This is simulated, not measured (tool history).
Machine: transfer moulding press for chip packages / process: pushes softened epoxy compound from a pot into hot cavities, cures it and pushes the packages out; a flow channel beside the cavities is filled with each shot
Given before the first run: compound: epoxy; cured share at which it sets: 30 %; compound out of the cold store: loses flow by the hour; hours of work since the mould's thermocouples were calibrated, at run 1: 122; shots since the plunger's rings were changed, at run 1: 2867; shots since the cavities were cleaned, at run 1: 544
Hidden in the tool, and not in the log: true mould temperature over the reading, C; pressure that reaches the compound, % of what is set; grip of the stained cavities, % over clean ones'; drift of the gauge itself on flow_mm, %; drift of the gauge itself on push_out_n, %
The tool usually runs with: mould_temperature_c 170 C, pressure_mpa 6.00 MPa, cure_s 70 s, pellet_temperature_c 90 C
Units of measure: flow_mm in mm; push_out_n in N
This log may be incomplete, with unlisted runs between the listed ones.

| run | hour | mould_temperature_c | pressure_mpa | cure_s | pellet_temperature_c | hours of work since the mould's thermocouples were calibrated | shots since the plunger's rings were changed | shots since the cavities were cleaned | incoming compound's hours out of the cold store | flow_mm | push_out_n |
|---|---|---|---|---|---|---|---|---|---|---|---|
| 1 | 0.0 | 170 | 6.00 | 70 | 90 | 122 | 2867 | 544 | 22.2 | 833 | 227 |
|  | 4.6 | cavities cleaned with cleaning compound and waxed |
|  | 51.7 | cavities cleaned with cleaning compound and waxed |
| 2 | 59.2 | 170 | 6.00 | 70 | 90 | 157 | 3614 | 100 | 42.8 | 772 | 206 |
|  | 98.7 | cavities cleaned with cleaning compound and waxed |
| 3 | 111.2 | 170 | 6.00 | 70 | 90 | 188 | 4285 | 165 | 15.8 | 875 | 218 |
|  | 145.4 | cavities cleaned with cleaning compound and waxed |
| 4 | 156.9 | 170 | 6.00 | 70 | 90 | 216 | 4873 | 154 | 27.9 | 816 | 209 |
|  | 193.9 | cavities cleaned with cleaning compound and waxed |
| 5 | 215.2 | 170 | 6.00 | 70 | 90 | 251 | 5627 | 282 | 23.6 | 818 | 232 |
|  | 239.9 | cavities cleaned with cleaning compound and waxed |
|  | 246.2 | plunger's sealing rings changed |
| 6 | 257.8 | 170 | 6.00 | 70 | 90 | 275 | 155 | 205 | 33.9 | 799 | 220 |
|  | 290.5 | cavities cleaned with cleaning compound and waxed |
| 7 | 317.9 | 170 | 6.00 | 70 | 90 | 311 | 933 | 364 | 16.4 | 863 | 225 |
|  | 339.9 | cavities cleaned with cleaning compound and waxed |
| 8 | 375.1 | 170 | 6.00 | 70 | 90 | 346 | 1674 | 468 | 22.6 | 833 | 223 |
|  | 387.4 | cavities cleaned with cleaning compound and waxed |
|  | 430.1 | cavities cleaned with cleaning compound and waxed |
| 9 | 442.1 | 170 | 6.00 | 70 | 85 | 386 | 2525 | 159 | 17.2 | 862 | 213 |
|  | 476.3 | cavities cleaned with cleaning compound and waxed |
| 10 | 499.2 | 170 | 6.00 | 70 | 80 | 420 | 3263 | 304 | 25.1 | 827 | 209 |
|  | 520.9 | cavities cleaned with cleaning compound and waxed |
| 11 | 550.5 | 170 | 6.00 | 70 | 97 | 451 | 3926 | 393 | 41.5 | 776 | 203 |
|  | 567.3 | cavities cleaned with cleaning compound and waxed |
| 12 | 584.7 | 170 | 6.00 | 70 | 90 | 472 | 4360 | 231 | 30.9 | 809 | 228 |
|  | 612.5 | cavities cleaned with cleaning compound and waxed |
| 13 | 628.8 | 170 | 6.00 | 70 | 90 | 498 | 4927 | 217 | 13.3 | 867 | 222 |
|  | 658.5 | cavities cleaned with cleaning compound and waxed |
| 14 | 689.1 | 170 | 6.00 | 70 | 90 | 535 | 5708 | 406 | 24.5 | 827 | 221 |
|  | 704.0 | cavities cleaned with cleaning compound and waxed |
|  | 717.8 | plunger's sealing rings changed |
|  | 750.4 | cavities cleaned with cleaning compound and waxed |
|  | 756.2 | mould's thermocouples calibrated |
| 15 | 762.8 | 175 | 6.00 | 108 | 90 | 4 | 551 | 137 | 28.8 | 797 | 182 |
|  | 796.1 | cavities cleaned with cleaning compound and waxed |
| 16 | 826.2 | 170 | 6.00 | 68 | 90 | 43 | 1374 | 400 | 33.8 | 799 | 216 |
|  | 844.3 | cavities cleaned with cleaning compound and waxed |
| 17 | 876.1 | 170 | 6.00 | 68 | 90 | 73 | 2017 | 422 | 24.3 | 820 | 234 |
|  | 889.3 | cavities cleaned with cleaning compound and waxed |
| 18 | 920.4 | 170 | 6.00 | 63 | 90 | 99 | 2586 | 413 | 41.2 | 772 | 243 |
|  | 934.6 | cavities cleaned with cleaning compound and waxed |
| 19 | 968.9 | 164 | 6.71 | 63 | 90 | 129 | 3212 | 457 | 33.9 | 865 | 407 |
|  | 978.9 | cavities cleaned with cleaning compound and waxed |
| 20 | 1007.9 | 164 | 6.71 | 63 | 90 | 152 | 3710 | 385 | 15.5 | 929 | 437 |
|  | 1024.5 | cavities cleaned with cleaning compound and waxed |
|  | 1071.2 | cavities cleaned with cleaning compound and waxed |
| 21 | 1074.4 | 170 | 7.23 | 70 | 90 | 191 | 4553 | 42 | 42.4 | 847 | 220 |
|  | 1115.2 | cavities cleaned with cleaning compound and waxed |
| 22 | 1123.0 | 170 | 4.51 | 71 | 87 | 221 | 5180 | 104 | 26.9 | 710 | 211 |
|  | 1159.8 | cavities cleaned with cleaning compound and waxed |
| 23 | 1159.8 | 176 | 6.00 | 77 | 93 | 243 | 5649 | 0 | 37.9 | 768 | 172 |
|  | 1188.8 | plunger's sealing rings changed |
|  | 1209.7 | cavities cleaned with cleaning compound and waxed |
| 24 | 1239.8 | 176 | 6.00 | 91 | 86 | 290 | 658 | 399 | 24.2 | 829 | 171 |
|  | 1256.1 | cavities cleaned with cleaning compound and waxed |
|  | 1300.2 | cavities cleaned with cleaning compound and waxed |
| 25 | 1306.6 | 175 | 5.42 | 62 | 98 | 330 | 1506 | 85 | 27.3 | 766 | 198 |
|  | 1344.5 | cavities cleaned with cleaning compound and waxed |
| 26 | 1347.6 | 166 | 6.00 | 70 | 90 | 354 | 2031 | 41 | 47.4 | 775 | 257 |
|  | 1390.5 | cavities cleaned with cleaning compound and waxed |
| 27 | 1396.2 | 166 | 6.00 | 70 | 90 | 383 | 2658 | 76 | 35.6 | 799 | 277 |

3 options for the next run, each taken on its own from the tool as it stands now. Forecast them:
|  | 1434.5 | cavities cleaned with cleaning compound and waxed |
| A | 1446.7 | 169 | 5.45 | 70 | 90 | 414 | 3309 | 163 | 47.5 | ? | ? |
|  | 1434.5 | cavities cleaned with cleaning compound and waxed |
| B | 1446.7 | 170 | 6.00 | 88 | 90 | 414 | 3309 | 163 | 12.0 | ? | ? |
|  | 1434.5 | cavities cleaned with cleaning compound and waxed |
| C | 1446.7 | 175 | 6.00 | 75 | 99 | 414 | 3309 | 163 | 31.3 | ? | ? |

| run | flow_mm | push_out_n |
|---|---|---|
| A | 713 | 231 |
| B | 866 | 189 |
| C | 781 | 182 |
The same runs, with their run-to-run variation unchanged, on a tool lacking any hidden condition would have given:
| run | flow_mm | push_out_n |
|---|---|---|
| A | 714 | 230 |
| B | 867 | 188 |
| C | 783 | 181 |
